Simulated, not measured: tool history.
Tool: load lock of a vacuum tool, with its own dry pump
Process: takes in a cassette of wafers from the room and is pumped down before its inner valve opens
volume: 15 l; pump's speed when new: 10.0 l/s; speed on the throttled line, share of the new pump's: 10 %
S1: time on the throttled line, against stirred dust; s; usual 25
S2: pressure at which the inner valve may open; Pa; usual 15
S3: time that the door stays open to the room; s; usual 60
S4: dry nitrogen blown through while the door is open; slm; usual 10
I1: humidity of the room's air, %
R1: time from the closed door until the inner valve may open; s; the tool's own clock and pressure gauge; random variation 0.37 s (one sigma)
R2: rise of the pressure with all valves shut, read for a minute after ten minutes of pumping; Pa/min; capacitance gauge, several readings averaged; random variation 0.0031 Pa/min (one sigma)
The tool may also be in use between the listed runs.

run    hour  S1  S2   S3  S4    I1    R1     R2
  1       0  25  15   60  10  44.2  36.5  0.281
  2    72.5  25  15   60  34    47  35.9  0.251
  3   167.7  25  15   60  34  43.9  36.5  0.249
  4   251.6  25  15   60  10  42.7  36.6  0.293
  5   365.8  25  22   60  10  42.3  35.5  0.301
  6   461.2  48  22   60  10  44.3  56.5  0.314
  7   563.2  25  15   60   4  46.4  36.4  0.343
  8   620.4  25  15   60   4    43  36.4  0.339
  9   736.9  25  15   60  14  46.1  36.7  0.324
 10   799.5  46  15   60  10  41.6  55.5  0.328
 11   871.4  25  15   60  10  43.5  36.6  0.341
 12     953  25  15   60  10  44.4  36.8  0.345
 13  1013.1  25  15   60  10  46.1  36.4   0.36
 14  1081.8  25  15   60  10  46.2  36.4  0.358
 15  1184.3  25  15   60  10  41.6  36.5  0.357
 16  1248.3  25  15   60  10  46.1  36.7  0.375
 17    1328  25  15   60  10  43.1  36.4  0.369
 18  1434.6  25  15   60  10  46.7  36.4  0.394
 19  1528.1  25  15   60  10  45.5  36.7  0.394
 20  1627.7  25  15   40  12  44.8  36.2  0.388
 21  1685.5  13  15   53  12  47.4  25.2  0.402
 22  1765.5  25  15   97   5  45.5  37.8  0.476
 23  1889.5  15  14   47   8  48.7  27.3  0.424
 24  1948.6  15  14   47   8  45.3  27.6  0.423
 25    2022  48  20   60  31  44.7  56.2  0.404
 26  2074.3  48  20   60  31  44.1    57  0.413
 27  2136.4  17  20   60  31    46    29  0.411
 28  2225.2  25  15   50  10  47.8  36.6  0.453
 29  2300.2  19  15   50  10  43.3  31.2  0.452
 30  2367.6  19  15   50  10  46.5  30.9  0.459
 31  2440.5  19  15   50  10  46.8  31.5  0.481
 32  2523.5  19  15   50  10  49.1  31.1  0.477
 33  2631.6  19  17   39   8  45.9  31.9  0.473
 34  2707.8  19  17   39   8  44.6  31.5  0.496
 35  2780.1  19  13   39   8  45.6  31.7  0.492
 36  2841.9  19  13   39   8  46.5  31.4  0.491
 37  2965.7  19  13  211   9  44.6  31.5  0.619

The same runs without the tool's hidden state, with the same run-to-run variation:
The hidden state here: pump's speed, % of a new pump's; leak at the door's seal, Pa l/s; drift of the gauge itself on ready_s, %; drift of the gauge itself on rise_pa_min, %.
run    R1     R2
  1  36.1  0.083
  2  35.5  0.047
  3  36.1  0.041
  4  36.2  0.078
  5  35.1  0.076
  6  56.1  0.083
  7  35.9  0.103
  8    36  0.098
  9  36.2  0.077
 10  55.2  0.073
 11  36.1  0.081
 12  36.3  0.075
 13  35.9   0.08
 14  35.9  0.081
 15    36  0.071
 16  36.2  0.083
 17  35.9  0.078
 18  35.8  0.085
 19  36.1   0.08
 20  35.6  0.062
 21  24.5  0.075
 22  37.1  0.138
 23  26.6  0.078
 24  26.9  0.072
 25  55.7  0.049
 26  56.5  0.051
 27  28.3  0.044
 28  35.9  0.076
 29  30.5  0.069
 30  30.2  0.069
 31  30.7  0.077
 32  30.3  0.077
 33  31.2  0.064
 34  30.7  0.071
 35  30.8  0.067
 36  30.6  0.063
 37  30.6  0.183

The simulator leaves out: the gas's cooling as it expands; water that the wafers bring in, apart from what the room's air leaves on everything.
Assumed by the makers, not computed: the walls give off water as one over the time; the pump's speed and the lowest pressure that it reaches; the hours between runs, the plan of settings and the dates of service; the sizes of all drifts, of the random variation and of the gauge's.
